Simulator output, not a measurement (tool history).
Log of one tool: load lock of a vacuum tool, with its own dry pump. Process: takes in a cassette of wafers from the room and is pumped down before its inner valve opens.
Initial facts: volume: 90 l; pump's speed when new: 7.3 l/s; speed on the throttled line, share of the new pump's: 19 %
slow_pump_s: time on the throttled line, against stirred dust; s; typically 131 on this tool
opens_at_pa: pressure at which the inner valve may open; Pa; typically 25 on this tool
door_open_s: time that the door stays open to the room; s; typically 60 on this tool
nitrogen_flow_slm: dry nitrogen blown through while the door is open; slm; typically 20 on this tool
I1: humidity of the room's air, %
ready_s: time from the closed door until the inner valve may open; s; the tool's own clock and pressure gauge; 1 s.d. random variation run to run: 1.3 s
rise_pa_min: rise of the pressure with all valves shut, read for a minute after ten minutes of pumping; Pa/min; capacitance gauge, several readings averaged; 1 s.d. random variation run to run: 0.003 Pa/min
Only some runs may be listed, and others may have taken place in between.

run 1 hour=0.0 | slow_pump_s=131 opens_at_pa=25 door_open_s=60 nitrogen_flow_slm=20 | I1=42.6 | ready_s=216.9 rise_pa_min=0.079
run 2 hour=81.7 | slow_pump_s=131 opens_at_pa=25 door_open_s=60 nitrogen_flow_slm=20 | I1=48.9 | ready_s=216.9 rise_pa_min=0.079
run 3 hour=163.7 | slow_pump_s=131 opens_at_pa=44 door_open_s=60 nitrogen_flow_slm=20 | I1=44.3 | ready_s=209.0 rise_pa_min=0.082
run 4 hour=283.0 | slow_pump_s=131 opens_at_pa=44 door_open_s=60 nitrogen_flow_slm=20 | I1=45.1 | ready_s=208.9 rise_pa_min=0.079
run 5 hour=429.6 | slow_pump_s=131 opens_at_pa=44 door_open_s=60 nitrogen_flow_slm=20 | I1=44.3 | ready_s=210.0 rise_pa_min=0.083
run 6 hour=494.4 | slow_pump_s=82 opens_at_pa=44 door_open_s=60 nitrogen_flow_slm=20 | I1=49.8 | ready_s=170.4 rise_pa_min=0.089
run 7 hour=577.7 | slow_pump_s=82 opens_at_pa=44 door_open_s=60 nitrogen_flow_slm=20 | I1=44.2 | ready_s=171.9 rise_pa_min=0.087
run 8 hour=676.1 | slow_pump_s=82 opens_at_pa=44 door_open_s=60 nitrogen_flow_slm=20 | I1=47.6 | ready_s=171.3 rise_pa_min=0.094
run 9 hour=750.2 | slow_pump_s=82 opens_at_pa=44 door_open_s=60 nitrogen_flow_slm=20 | I1=45.0 | ready_s=172.2 rise_pa_min=0.094
run 10 hour=829.9 | slow_pump_s=82 opens_at_pa=44 door_open_s=60 nitrogen_flow_slm=20 | I1=44.8 | ready_s=173.2 rise_pa_min=0.093
run 11 hour=924.2 | slow_pump_s=82 opens_at_pa=44 door_open_s=60 nitrogen_flow_slm=20 | I1=42.9 | ready_s=173.4 rise_pa_min=0.096
run 12 hour=1039.6 | slow_pump_s=82 opens_at_pa=44 door_open_s=60 nitrogen_flow_slm=20 | I1=42.0 | ready_s=173.4 rise_pa_min=0.102
run 13 hour=1119.2 | slow_pump_s=82 opens_at_pa=44 door_open_s=60 nitrogen_flow_slm=20 | I1=41.7 | ready_s=173.3 rise_pa_min=0.101
run 14 hour=1257.3 | slow_pump_s=131 opens_at_pa=46 door_open_s=60 nitrogen_flow_slm=20 | I1=42.3 | ready_s=210.0 rise_pa_min=0.104
run 15 hour=1386.9 | slow_pump_s=131 opens_at_pa=46 door_open_s=60 nitrogen_flow_slm=20 | I1=43.9 | ready_s=210.2 rise_pa_min=0.109
run 16 hour=1472.8 | slow_pump_s=131 opens_at_pa=46 door_open_s=60 nitrogen_flow_slm=20 | I1=46.9 | ready_s=210.8 rise_pa_min=0.110
run 17 hour=1619.8 | slow_pump_s=131 opens_at_pa=46 door_open_s=60 nitrogen_flow_slm=20 | I1=46.6 | ready_s=212.0 rise_pa_min=0.115
run 18 hour=1775.8 | slow_pump_s=131 opens_at_pa=46 door_open_s=60 nitrogen_flow_slm=20 | I1=47.8 | ready_s=210.4 rise_pa_min=0.121
run 19 hour=1875.2 | slow_pump_s=131 opens_at_pa=46 door_open_s=60 nitrogen_flow_slm=20 | I1=42.5 | ready_s=210.5 rise_pa_min=0.120
run 20 hour=2019.4 | slow_pump_s=181 opens_at_pa=19 door_open_s=169 nitrogen_flow_slm=5 | I1=47.3 | ready_s=262.8 rise_pa_min=0.144
run 21 hour=2138.4 | slow_pump_s=181 opens_at_pa=19 door_open_s=169 nitrogen_flow_slm=5 | I1=43.7 | ready_s=263.4 rise_pa_min=0.128

Run 22, settings as shown, results not yet in. Your forecast:
run 22 hour=2271.7 | slow_pump_s=181 opens_at_pa=19 door_open_s=169 nitrogen_flow_slm=5 | I1=43.4 | ready_s=? rise_pa_min=?

{"run 22": {"ready_s": 262.5, "rise_pa_min": 0.142}}
Without the tool's hidden state the same run would have given ready_s 250.6 s, rise_pa_min 0.028 Pa/min.

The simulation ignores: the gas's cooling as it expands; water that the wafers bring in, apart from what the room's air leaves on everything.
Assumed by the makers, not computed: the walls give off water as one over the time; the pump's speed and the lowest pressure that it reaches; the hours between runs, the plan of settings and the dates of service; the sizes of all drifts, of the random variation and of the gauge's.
